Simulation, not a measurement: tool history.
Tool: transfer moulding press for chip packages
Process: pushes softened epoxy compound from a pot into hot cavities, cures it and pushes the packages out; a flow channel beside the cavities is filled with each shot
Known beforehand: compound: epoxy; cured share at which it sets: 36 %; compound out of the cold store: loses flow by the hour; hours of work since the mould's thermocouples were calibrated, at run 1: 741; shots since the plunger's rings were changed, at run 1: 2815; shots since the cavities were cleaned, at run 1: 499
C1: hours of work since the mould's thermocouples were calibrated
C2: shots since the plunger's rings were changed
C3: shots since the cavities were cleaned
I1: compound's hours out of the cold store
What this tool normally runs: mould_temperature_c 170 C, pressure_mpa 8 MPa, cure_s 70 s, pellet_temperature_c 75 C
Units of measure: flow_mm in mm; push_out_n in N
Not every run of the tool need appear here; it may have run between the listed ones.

Run 1, hour 0: usual settings; C1 741; C2 2815; C3 499; I1 22.6. Result: flow_mm 945 mm, push_out_n 1011 N.
Run 2, hour 47.6: usual settings; C1 761; C2 3328; C3 1012; I1 46.3. Result: flow_mm 867 mm, push_out_n 1020 N.
At hour 63.4: cavities cleaned with cleaning compound and waxed.
At hour 72.9: mould's thermocouples calibrated.
At hour 96.8: plunger's sealing rings changed.
Run 3, hour 98: usual settings but pellet_temperature_c 82 C; C1 10; C2 13; C3 324; I1 41.1. Result: flow_mm 899 mm, push_out_n 790 N.
Run 4, hour 137.6: usual settings but pellet_temperature_c 82 C; C1 26; C2 439; C3 750; I1 47.3. Result: flow_mm 874 mm, push_out_n 909 N.
At hour 179.2: cavities cleaned with cleaning compound and waxed.
Run 5, hour 179.4: usual settings; C1 43; C2 874; C3 4; I1 9.9. Result: flow_mm 998 mm, push_out_n 763 N.
Run 6, hour 209.7: usual settings; C1 56; C2 1199; C3 329; I1 31.9. Result: flow_mm 921 mm, push_out_n 850 N.
Run 7, hour 240.6: usual settings; C1 69; C2 1532; C3 662; I1 8.1. Result: flow_mm 1000 mm, push_out_n 1063 N.
Run 8, hour 285.4: usual settings; C1 88; C2 2014; C3 1144; I1 11. Result: flow_mm 986 mm, push_out_n 1121 N.
At hour 289.7: cavities cleaned with cleaning compound and waxed.
Run 9, hour 329.3: usual settings; C1 106; C2 2470; C3 425; I1 44.1. Result: flow_mm 876 mm, push_out_n 897 N.
Run 10, hour 372.2: usual settings but cure_s 53 s; C1 124; C2 2933; C3 888; I1 27.9. Result: flow_mm 920 mm, push_out_n 2116 N.
At hour 400.5: cavities cleaned with cleaning compound and waxed.
Run 11, hour 418.2: usual settings but cure_s 53 s; C1 143; C2 3412; C3 191; I1 37.6. Result: flow_mm 888 mm, push_out_n 1666 N.
At hour 454.4: plunger's sealing rings changed.
Run 12, hour 465.4: usual settings but cure_s 109 s; C1 162; C2 118; C3 672; I1 26.7. Result: flow_mm 947 mm, push_out_n 528 N.
Run 13, hour 493.3: usual settings but cure_s 109 s; C1 173; C2 418; C3 972; I1 10.1. Result: flow_mm 1003 mm, push_out_n 541 N.
At hour 513: cavities cleaned with cleaning compound and waxed.
Run 14, hour 532.9: usual settings but cure_s 109 s; C1 190; C2 828; C3 213; I1 11.1. Result: flow_mm 996 mm, push_out_n 445 N.
Run 15, hour 556.6: usual settings; C1 200; C2 1084; C3 469; I1 24.1. Result: flow_mm 949 mm, push_out_n 1002 N.
Run 16, hour 583.4: usual settings but mould_temperature_c 171 C, pressure_mpa 7.75 MPa, cure_s 97 s, pellet_temperature_c 76 C; C1 211; C2 1373; C3 758; I1 12.7. Result: flow_mm 968 mm, push_out_n 523 N.
At hour 622.3: cavities cleaned with cleaning compound and waxed.
Run 17, hour 623.4: usual settings but mould_temperature_c 171 C, pressure_mpa 6.68 MPa, cure_s 79 s, pellet_temperature_c 79 C; C1 227; C2 1787; C3 12; I1 29. Result: flow_mm 844 mm, push_out_n 491 N.
Run 18, hour 658.1: usual settings but mould_temperature_c 174 C, pressure_mpa 6.68 MPa, cure_s 79 s, pellet_temperature_c 79 C; C1 242; C2 2160; C3 385; I1 42.6. Result: flow_mm 795 mm, push_out_n 535 N.
Run 19, hour 707.4: usual settings but mould_temperature_c 164 C, pressure_mpa 8.03 MPa, cure_s 56 s, pellet_temperature_c 83 C; C1 263; C2 2691; C3 916; I1 21.6. Result: flow_mm 978 mm, push_out_n 2480 N.
At hour 734.4: cavities cleaned with cleaning compound and waxed.
Run 20, hour 758.1: usual settings but cure_s 64 s; C1 283; C2 3221; C3 255; I1 38.7. Result: flow_mm 890 mm, push_out_n 1107 N.
Run 21, hour 803.2: usual settings but mould_temperature_c 167 C, cure_s 98 s; C1 302; C2 3706; C3 740; I1 44.9. Result: flow_mm 880 mm, push_out_n 580 N.
At hour 812: plunger's sealing rings changed.
Run 22, hour 835.6: usual settings but mould_temperature_c 167 C, pressure_mpa 8.03 MPa, cure_s 80 s, pellet_temperature_c 70 C; C1 315; C2 254; C3 1062; I1 42.4. Result: flow_mm 908 mm, push_out_n 920 N.
At hour 848: cavities cleaned with cleaning compound and waxed.
Run 23, hour 869.5: usual settings but mould_temperature_c 165 C, pressure_mpa 8.03 MPa, cure_s 64 s, pellet_temperature_c 70 C; C1 329; C2 602; C3 230; I1 37.3. Result: flow_mm 933 mm, push_out_n 1538 N.
Run 24, hour 911.2: usual settings but mould_temperature_c 168 C, pressure_mpa 7.36 MPa, cure_s 65 s, pellet_temperature_c 74 C; C1 346; C2 1052; C3 680; I1 37.5. Result: flow_mm 875 mm, push_out_n 1392 N.
Run 25, hour 940.7: usual settings but mould_temperature_c 164 C, pressure_mpa 7.48 MPa, cure_s 57 s; C1 359; C2 1370; C3 998; I1 29.5. Result: flow_mm 924 mm, push_out_n 2456 N.
At hour 957.3: cavities cleaned with cleaning compound and waxed.
Run 26, hour 989.2: usual settings but mould_temperature_c 164 C, pressure_mpa 7.48 MPa, cure_s 57 s; C1 379; C2 1875; C3 343; I1 28.3. Result: flow_mm 925 mm, push_out_n 2074 N.
Run 27, hour 1013.7: usual settings but cure_s 52 s; C1 389; C2 2140; C3 608; I1 13.1. Result: flow_mm 978 mm, push_out_n 2385 N.
Run 28, hour 1039.8: usual settings but cure_s 52 s; C1 400; C2 2421; C3 889; I1 19.6. Result: flow_mm 952 mm, push_out_n 2321 N.
At hour 1066.7: cavities cleaned with cleaning compound and waxed.
Run 29, hour 1071.6: usual settings but cure_s 95 s, pellet_temperature_c 85 C; C1 413; C2 2746; C3 53; I1 15.1. Result: flow_mm 962 mm, push_out_n 407 N.

Each row is a separate what-if for the run after 29, all from the same tool condition, not one after another. Results?
Run A, hour 1117.8: usual settings but mould_temperature_c 162 C, pressure_mpa 6.31 MPa, pellet_temperature_c 69 C; C1 432; C2 3244; C3 551; I1 34.4. Result: flow_mm ?, push_out_n ?.
Run B, hour 1117.8: usual settings but mould_temperature_c 172 C, cure_s 86 s, pellet_temperature_c 71 C; C1 432; C2 3244; C3 551; I1 23.8. Result: flow_mm ?, push_out_n ?.
Run C, hour 1117.8: usual settings but mould_temperature_c 174 C, pressure_mpa 7.78 MPa, cure_s 95 s, pellet_temperature_c 79 C; C1 432; C2 3244; C3 551; I1 8.5. Result: flow_mm ?, push_out_n ?.

run  flow_mm  push_out_n
  A      833        1737
  B      927         560
  C      955         509
With no hidden state in the tool, these same runs would have given:
run  flow_mm  push_out_n
  A      854        1179
  B      951         388
  C      979         360

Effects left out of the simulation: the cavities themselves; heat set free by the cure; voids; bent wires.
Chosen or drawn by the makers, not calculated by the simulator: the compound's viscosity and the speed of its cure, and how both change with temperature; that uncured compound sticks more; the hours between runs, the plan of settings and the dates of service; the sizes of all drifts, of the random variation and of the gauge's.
